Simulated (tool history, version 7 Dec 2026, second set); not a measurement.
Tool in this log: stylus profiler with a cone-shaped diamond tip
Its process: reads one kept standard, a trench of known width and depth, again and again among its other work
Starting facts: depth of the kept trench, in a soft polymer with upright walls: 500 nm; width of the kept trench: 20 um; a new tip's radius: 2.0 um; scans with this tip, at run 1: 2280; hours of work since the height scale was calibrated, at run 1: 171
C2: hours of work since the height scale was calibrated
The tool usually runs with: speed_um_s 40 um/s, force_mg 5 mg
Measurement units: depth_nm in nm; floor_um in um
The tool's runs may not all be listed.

{"run": 1, "hour": 0.0, "speed_um_s": 40, "force_mg": 5, "scans with this tip": 2280, "C2": 171, "depth_nm": 508.89, "floor_um": 16.91}
{"run": 2, "hour": 25.9, "speed_um_s": 40, "force_mg": 5, "scans with this tip": 2538, "C2": 190, "depth_nm": 508.64, "floor_um": 16.91}
{"run": 3, "hour": 51.8, "speed_um_s": 40, "force_mg": 14.63, "scans with this tip": 2795, "C2": 209, "depth_nm": 518.93, "floor_um": 16.94}
{"run": 4, "hour": 69.9, "speed_um_s": 40, "force_mg": 14.63, "scans with this tip": 2975, "C2": 223, "depth_nm": 518.88, "floor_um": 17.01}
{"run": 5, "hour": 83.8, "speed_um_s": 40, "force_mg": 4.54, "scans with this tip": 3113, "C2": 233, "depth_nm": 508.41, "floor_um": 16.85}
{"run": 6, "hour": 106.5, "speed_um_s": 11, "force_mg": 5, "scans with this tip": 3339, "C2": 250, "depth_nm": 508.69, "floor_um": 16.96}
{"run": 7, "hour": 119.6, "speed_um_s": 11, "force_mg": 5, "scans with this tip": 3469, "C2": 260, "depth_nm": 508.6, "floor_um": 16.95}
{"run": 8, "hour": 145.0, "speed_um_s": 11, "force_mg": 5, "scans with this tip": 3722, "C2": 279, "depth_nm": 508.79, "floor_um": 16.95}
{"run": 9, "hour": 162.1, "speed_um_s": 29, "force_mg": 5, "scans with this tip": 3891, "C2": 291, "depth_nm": 508.68, "floor_um": 16.81}
{"run": 10, "hour": 178.7, "speed_um_s": 29, "force_mg": 5, "scans with this tip": 4057, "C2": 304, "depth_nm": 508.66, "floor_um": 16.82}
{"run": 11, "hour": 197.2, "speed_um_s": 29, "force_mg": 5, "scans with this tip": 4241, "C2": 317, "depth_nm": 508.43, "floor_um": 16.82}
{"run": 12, "hour": 213.8, "speed_um_s": 29, "force_mg": 5, "scans with this tip": 4405, "C2": 330, "depth_nm": 508.37, "floor_um": 16.78}
{"run": 13, "hour": 231.6, "speed_um_s": 36, "force_mg": 5, "scans with this tip": 4583, "C2": 343, "depth_nm": 508.67, "floor_um": 16.73}
{"run": 14, "hour": 254.5, "speed_um_s": 40, "force_mg": 5, "scans with this tip": 4810, "C2": 360, "depth_nm": 508.72, "floor_um": 16.72}
{"run": 15, "hour": 275.8, "speed_um_s": 40, "force_mg": 5, "scans with this tip": 5023, "C2": 376, "depth_nm": 508.43, "floor_um": 16.69}
{"run": 16, "hour": 287.8, "speed_um_s": 40, "force_mg": 5, "scans with this tip": 5142, "C2": 385, "depth_nm": 508.48, "floor_um": 16.69}
{"run": 17, "hour": 303.3, "speed_um_s": 40, "force_mg": 5, "scans with this tip": 5296, "C2": 396, "depth_nm": 508.48, "floor_um": 16.67}
{"run": 18, "hour": 323.9, "speed_um_s": 33, "force_mg": 5, "scans with this tip": 5500, "C2": 412, "depth_nm": 508.36, "floor_um": 16.65}
{"run": 19, "hour": 335.8, "speed_um_s": 33, "force_mg": 5, "scans with this tip": 5619, "C2": 420, "depth_nm": 508.43, "floor_um": 16.63}
{"run": 20, "hour": 357.1, "speed_um_s": 33, "force_mg": 5, "scans with this tip": 5831, "C2": 436, "depth_nm": 508.1, "floor_um": 16.63}
{"run": 21, "hour": 380.3, "speed_um_s": 33, "force_mg": 5, "scans with this tip": 6061, "C2": 454, "depth_nm": 508.26, "floor_um": 16.65}
{"run": 22, "hour": 405.4, "speed_um_s": 12, "force_mg": 5, "scans with this tip": 6311, "C2": 472, "depth_nm": 508.09, "floor_um": 16.75}
{"run": 23, "hour": 420.6, "speed_um_s": 12, "force_mg": 5, "scans with this tip": 6462, "C2": 483, "depth_nm": 508.16, "floor_um": 16.67}
{"run": 24, "hour": 440.5, "speed_um_s": 92, "force_mg": 1.84, "scans with this tip": 6660, "C2": 498, "depth_nm": 503.66, "floor_um": 16.06}
{"run": 25, "hour": 457.8, "speed_um_s": 93, "force_mg": 10.27, "scans with this tip": 6832, "C2": 511, "depth_nm": 514.05, "floor_um": 16.41}
{"run": 26, "hour": 469.8, "speed_um_s": 93, "force_mg": 10.27, "scans with this tip": 6951, "C2": 520, "depth_nm": 514.01, "floor_um": 16.37}
{"run": 27, "hour": 494.5, "speed_um_s": 21, "force_mg": 11.11, "scans with this tip": 7197, "C2": 538, "depth_nm": 514.86, "floor_um": 16.61}
{"run": 28, "hour": 505.8, "speed_um_s": 21, "force_mg": 11.11, "scans with this tip": 7309, "C2": 547, "depth_nm": 514.79, "floor_um": 16.56}
{"run": 29, "hour": 526.7, "speed_um_s": 101, "force_mg": 10.23, "scans with this tip": 7517, "C2": 562, "depth_nm": 513.92, "floor_um": 16.29}
{"run": 30, "hour": 552.0, "speed_um_s": 40, "force_mg": 8.03, "scans with this tip": 7769, "C2": 581, "depth_nm": 511.28, "floor_um": 16.48}
{"run": 31, "hour": 566.6, "speed_um_s": 20, "force_mg": 2.83, "scans with this tip": 7914, "C2": 592, "depth_nm": 504.76, "floor_um": 16.52}
{"run": 32, "hour": 582.1, "speed_um_s": 12, "force_mg": 8.5, "scans with this tip": 8067, "C2": 604, "depth_nm": 512.13, "floor_um": 16.57}
{"run": 33, "hour": 605.6, "speed_um_s": 40, "force_mg": 8.54, "scans with this tip": 8302, "C2": 621, "depth_nm": 511.97, "floor_um": 16.51}
{"run": 34, "hour": 621.6, "speed_um_s": 77, "force_mg": 13.8, "scans with this tip": 8461, "C2": 633, "depth_nm": 517.21, "floor_um": 16.36}
{"run": 35, "hour": 633.8, "speed_um_s": 13, "force_mg": 4.63, "scans with this tip": 8582, "C2": 642, "depth_nm": 507.31, "floor_um": 16.54}
{"run": 36, "hour": 658.4, "speed_um_s": 124, "force_mg": 3.63, "scans with this tip": 8826, "C2": 660, "depth_nm": 506.05, "floor_um": 15.84}
{"run": 37, "hour": 682.6, "speed_um_s": 124, "force_mg": 3.63, "scans with this tip": 9067, "C2": 678, "depth_nm": 505.95, "floor_um": 15.86}
{"run": 38, "hour": 696.7, "speed_um_s": 124, "force_mg": 3.63, "scans with this tip": 9207, "C2": 689, "depth_nm": 505.71, "floor_um": 15.84}
{"run": 39, "hour": 713.5, "speed_um_s": 124, "force_mg": 3.63, "scans with this tip": 9374, "C2": 701, "depth_nm": 505.78, "floor_um": 15.86}
{"run": 40, "hour": 734.9, "speed_um_s": 147, "force_mg": 2.56, "scans with this tip": 9587, "C2": 717, "depth_nm": 503.78, "floor_um": 15.51}
{"run": 41, "hour": 753.3, "speed_um_s": 147, "force_mg": 2.56, "scans with this tip": 9769, "C2": 731, "depth_nm": 504.32, "floor_um": 15.56}
{"run": 42, "hour": 767.9, "speed_um_s": 147, "force_mg": 6.35, "scans with this tip": 9915, "C2": 742, "depth_nm": 509.36, "floor_um": 15.87}
{"run": 43, "hour": 782.4, "speed_um_s": 15, "force_mg": 10.34, "scans with this tip": 10059, "C2": 753, "depth_nm": 513.46, "floor_um": 16.39}
{"run": 44, "hour": 801.7, "speed_um_s": 15, "force_mg": 10.34, "scans with this tip": 10250, "C2": 767, "depth_nm": 513.33, "floor_um": 16.4}
{"run": 45, "hour": 826.4, "speed_um_s": 112, "force_mg": 10.34, "scans with this tip": 10497, "C2": 785, "depth_nm": 513.6, "floor_um": 16.04}
{"run": 46, "hour": 848.1, "speed_um_s": 17, "force_mg": 14.47, "scans with this tip": 10713, "C2": 802, "depth_nm": 517.04, "floor_um": 16.34}

Below are 4 alternative next runs, each starting from the tool's condition after run 46. Predict each:
{"run": "A", "hour": 861.8, "speed_um_s": 17, "force_mg": 4.31, "scans with this tip": 10848, "C2": 812, "depth_nm": "?", "floor_um": "?"}
{"run": "B", "hour": 861.8, "speed_um_s": 17, "force_mg": 3.85, "scans with this tip": 10848, "C2": 812, "depth_nm": "?", "floor_um": "?"}
{"run": "C", "hour": 861.8, "speed_um_s": 59, "force_mg": 2.5, "scans with this tip": 10848, "C2": 812, "depth_nm": "?", "floor_um": "?"}
{"run": "D", "hour": 861.8, "speed_um_s": 10, "force_mg": 6.14, "scans with this tip": 10848, "C2": 812, "depth_nm": "?", "floor_um": "?"}

run=A depth_nm=506.52 floor_um=16.31
run=B depth_nm=505.9 floor_um=16.31
run=C depth_nm=503.91 floor_um=16.02
run=D depth_nm=508.82 floor_um=16.33
Had the tool no hidden state, the same runs would have come out as:
run=A depth_nm=508.71 floor_um=17.27
run=B depth_nm=508.09 floor_um=17.28
run=C depth_nm=506.09 floor_um=16.98
run=D depth_nm=511.02 floor_um=17.29
